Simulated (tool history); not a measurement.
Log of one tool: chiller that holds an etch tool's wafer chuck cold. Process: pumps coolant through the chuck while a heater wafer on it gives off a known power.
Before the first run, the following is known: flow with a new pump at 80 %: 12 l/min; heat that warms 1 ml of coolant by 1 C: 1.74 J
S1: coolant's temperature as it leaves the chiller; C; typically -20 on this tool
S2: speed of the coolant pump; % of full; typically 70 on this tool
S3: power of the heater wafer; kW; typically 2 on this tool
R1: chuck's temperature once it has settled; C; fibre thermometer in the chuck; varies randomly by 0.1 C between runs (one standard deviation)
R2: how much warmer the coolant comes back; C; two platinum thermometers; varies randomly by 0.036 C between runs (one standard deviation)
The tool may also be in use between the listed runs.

{"run": 1, "hour": 0.0, "S1": -20, "S2": 70, "S3": 2, "R1": 3, "R2": 6.82}
{"run": 2, "hour": 64.2, "S1": -20, "S2": 70, "S3": 1.912, "R1": 1.9, "R2": 6.49}
{"run": 3, "hour": 145.9, "S1": -20, "S2": 70, "S3": 1.912, "R1": 2, "R2": 6.48}
{"run": 4, "hour": 212.4, "S1": -20, "S2": 70, "S3": 1.912, "R1": 2.1, "R2": 6.41}
{"run": 5, "hour": 278.8, "S1": -20, "S2": 70, "S3": 2, "R1": 3.1, "R2": 6.79}
{"run": 6, "hour": 346.7, "S1": -20, "S2": 70, "S3": 2, "R1": 3.1, "R2": 6.72}
{"run": 7, "hour": 428.7, "S1": -20, "S2": 70, "S3": 2, "R1": 3.1, "R2": 6.78}
{"run": 8, "hour": 505.9, "S1": -20, "S2": 70, "S3": 2, "R1": 3.1, "R2": 6.76}
{"run": 9, "hour": 584.5, "S1": -20, "S2": 70, "S3": 2, "R1": 3.3, "R2": 6.8}
{"run": 10, "hour": 667.6, "S1": -30, "S2": 70, "S3": 2, "R1": -6.7, "R2": 6.82}
{"run": 11, "hour": 718.2, "S1": -30, "S2": 70, "S3": 2, "R1": -6.6, "R2": 6.82}
{"run": 12, "hour": 757.3, "S1": -30, "S2": 70, "S3": 2, "R1": -6.5, "R2": 6.71}
{"run": 13, "hour": 842.2, "S1": -20, "S2": 70, "S3": 1.046, "R1": -7.8, "R2": 3.54}
{"run": 14, "hour": 904.7, "S1": -20, "S2": 70, "S3": 2, "R1": 3.4, "R2": 6.84}
{"run": 15, "hour": 963.8, "S1": -20, "S2": 62, "S3": 2, "R1": 6, "R2": 7.73}
{"run": 16, "hour": 1030.6, "S1": -20, "S2": 85, "S3": 2, "R1": 0, "R2": 5.55}
{"run": 17, "hour": 1072.5, "S1": -29, "S2": 70, "S3": 1.352, "R1": -13.1, "R2": 4.62}
{"run": 18, "hour": 1155.2, "S1": -20, "S2": 71, "S3": 2.508, "R1": 9.4, "R2": 8.46}
{"run": 19, "hour": 1208.7, "S1": -20, "S2": 86, "S3": 2.62, "R1": 6.2, "R2": 7.11}
{"run": 20, "hour": 1289.2, "S1": -28, "S2": 86, "S3": 1.31, "R1": -14.9, "R2": 3.59}
{"run": 21, "hour": 1342.8, "S1": -13, "S2": 70, "S3": 2, "R1": 10.7, "R2": 6.83}
{"run": 22, "hour": 1408.3, "S1": -25, "S2": 70, "S3": 1.806, "R1": -3.5, "R2": 6.16}
{"run": 23, "hour": 1453.8, "S1": -18, "S2": 84, "S3": 1.903, "R1": 1.4, "R2": 5.35}
{"run": 24, "hour": 1541.8, "S1": -18, "S2": 65, "S3": 1.114, "R1": -4, "R2": 4.16}
{"run": 25, "hour": 1584.9, "S1": -10, "S2": 72, "S3": 2, "R1": 13.1, "R2": 6.74}
{"run": 26, "hour": 1653.3, "S1": -10, "S2": 72, "S3": 2, "R1": 13.1, "R2": 6.64}
{"run": 27, "hour": 1720.1, "S1": -17, "S2": 69, "S3": 2.573, "R1": 14.2, "R2": 8.99}
{"run": 28, "hour": 1795.2, "S1": -17, "S2": 69, "S3": 2.573, "R1": 14.2, "R2": 8.98}
{"run": 29, "hour": 1868.6, "S1": -27, "S2": 69, "S3": 2.824, "R1": 7.1, "R2": 9.79}
{"run": 30, "hour": 1953.4, "S1": -20, "S2": 67, "S3": 1.493, "R1": -1.5, "R2": 5.36}
{"run": 31, "hour": 2029.2, "S1": -20, "S2": 67, "S3": 1.493, "R1": -1.5, "R2": 5.38}

Some steps in R1 between neighbouring runs. How much of each would the tool show without its hidden state too (settings, what came in, random variation), and how much is left for the hidden state, with any gauge scatter that isn't in both results?
What the log doesn't record here: heat passed by the chuck's channels, % of clean ones'; flow at a given pump speed, % of a new pump's; coolant's true temperature over the reading, C; drift of the gauge itself on chuck_c, C; drift of the gauge itself on warmer_back_c, C.
Run 17 -> 18: S1 -29 -> -20, S2 70 -> 71, S3 1.352 -> 2.508. R1 +22.5 C: hidden state +0.6, all else +21.9.
Run 19 -> 20: S1 -20 -> -28, S3 2.62 -> 1.31. R1 -21.1 C: hidden state -0.6, all else -20.5.
Run 20 -> 21: S1 -28 -> -13, S2 86 -> 70, S3 1.31 -> 2. R1 +25.6 C: hidden state +0.5, all else +25.1.
Run 29 -> 30: S1 -27 -> -20, S2 69 -> 67, S3 2.824 -> 1.493. R1 -8.6 C: hidden state -1, all else -7.6.
